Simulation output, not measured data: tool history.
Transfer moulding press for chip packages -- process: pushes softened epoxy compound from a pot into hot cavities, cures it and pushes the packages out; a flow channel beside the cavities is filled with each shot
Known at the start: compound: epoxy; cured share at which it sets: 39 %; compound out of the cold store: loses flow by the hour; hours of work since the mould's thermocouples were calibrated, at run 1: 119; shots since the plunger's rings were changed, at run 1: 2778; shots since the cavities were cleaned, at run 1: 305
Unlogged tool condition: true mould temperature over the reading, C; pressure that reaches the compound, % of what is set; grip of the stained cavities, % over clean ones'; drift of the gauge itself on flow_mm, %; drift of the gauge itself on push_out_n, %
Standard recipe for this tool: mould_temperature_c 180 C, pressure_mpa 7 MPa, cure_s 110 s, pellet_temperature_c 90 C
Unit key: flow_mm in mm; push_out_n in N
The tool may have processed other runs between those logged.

run	day	mould_temperature_c	pressure_mpa	cure_s	pellet_temperature_c	hours of work since the mould's thermocouples were calibrated	shots since the plunger's rings were changed	shots since the cavities were cleaned	incoming compound's hours out of the cold store	flow_mm	push_out_n
1	0	180	7	110	90	119	2778	305	30.7	949	293
2	0.821	180	7	122	90	132	2993	520	40	910	244
3	2.333	180	7	113	90	156	3391	918	12.1	1032	290
# day 2.946: cavities cleaned with cleaning compound and waxed
4	3.4	180	7	113	90	172	3654	119	23.5	985	282
5	4.325	180	8.2	110	90	187	3897	362	26.9	1037	277
# day 5.442: plunger's sealing rings changed
6	6.058	180	8.2	110	90	214	162	789	47.9	936	297
# day 7.138: cavities cleaned with cleaning compound and waxed
7	7.604	187	7	110	90	237	552	123	32.5	922	242
8	8.929	180	7	110	90	259	899	470	9.1	1054	312
9	10.333	180	7	110	90	281	1268	839	9.9	1061	292
# day 11.288: cavities cleaned with cleaning compound and waxed
10	11.588	187	7	110	90	301	1580	78	11.8	1019	236
# day 11.979: mould's thermocouples calibrated
11	12.388	187	7	91	90	7	1768	266	29.7	936	276
12	13.908	187	7	91	90	31	2168	666	21.9	968	283
13	14.633	180	6.42	110	90	43	2358	856	22.8	942	276
# day 15.554: cavities cleaned with cleaning compound and waxed
14	16.233	180	6.42	110	90	67	2761	178	46	843	273
15	17.179	180	6.42	110	90	83	3009	426	26.2	925	282
16	18.388	184	8.55	129	94	102	3326	743	44.6	958	233
# day 19.638: cavities cleaned with cleaning compound and waxed
17	19.967	180	5.81	110	90	127	3723	85	17.3	919	304
18	20.821	185	7	110	97	140	3948	310	26.9	955	245
# day 21.733: plunger's sealing rings changed
19	22.112	185	7	110	97	159	100	622	36.4	911	243
20	22.879	172	7	101	97	172	301	823	20.3	1031	570
21	23.688	183	8.12	101	97	185	513	1035	42	946	279
# day 23.892: cavities cleaned with cleaning compound and waxed
22	24.858	174	7.39	145	91	203	804	254	10.2	1105	278
23	25.583	180	7	110	80	214	994	444	10.2	1059	304
24	26.804	180	7	110	80	234	1314	764	44.3	876	276
# day 28.021: cavities cleaned with cleaning compound and waxed
25	28.088	180	7.23	110	80	254	1635	18	45.7	892	267
26	29.008	180	7.23	110	80	268	1876	259	37.8	935	271
27	30.1	172	7.23	101	91	286	2163	546	12.4	1096	600
# day 31.392: mould's thermocouples calibrated
28	31.679	184	6.29	105	90	5	2555	938	43.2	836	248

3 options for the next run, each taken on its own from the tool as it stands now. Forecast them:
# day 32.283: cavities cleaned with cleaning compound and waxed
A	32.558	174	5.43	105	90	18	2770	73	46.4	?	?
# day 32.283: cavities cleaned with cleaning compound and waxed
B	32.558	179	7	103	97	18	2770	73	15.9	?	?
# day 32.283: cavities cleaned with cleaning compound and waxed
C	32.558	184	6.29	105	87	18	2770	73	29.6	?	?

run	flow_mm	push_out_n
A	787	409
B	1018	331
C	894	254
What these runs would have given with no unlogged condition in the tool:
run	flow_mm	push_out_n
A	787	407
B	1019	330
C	895	253
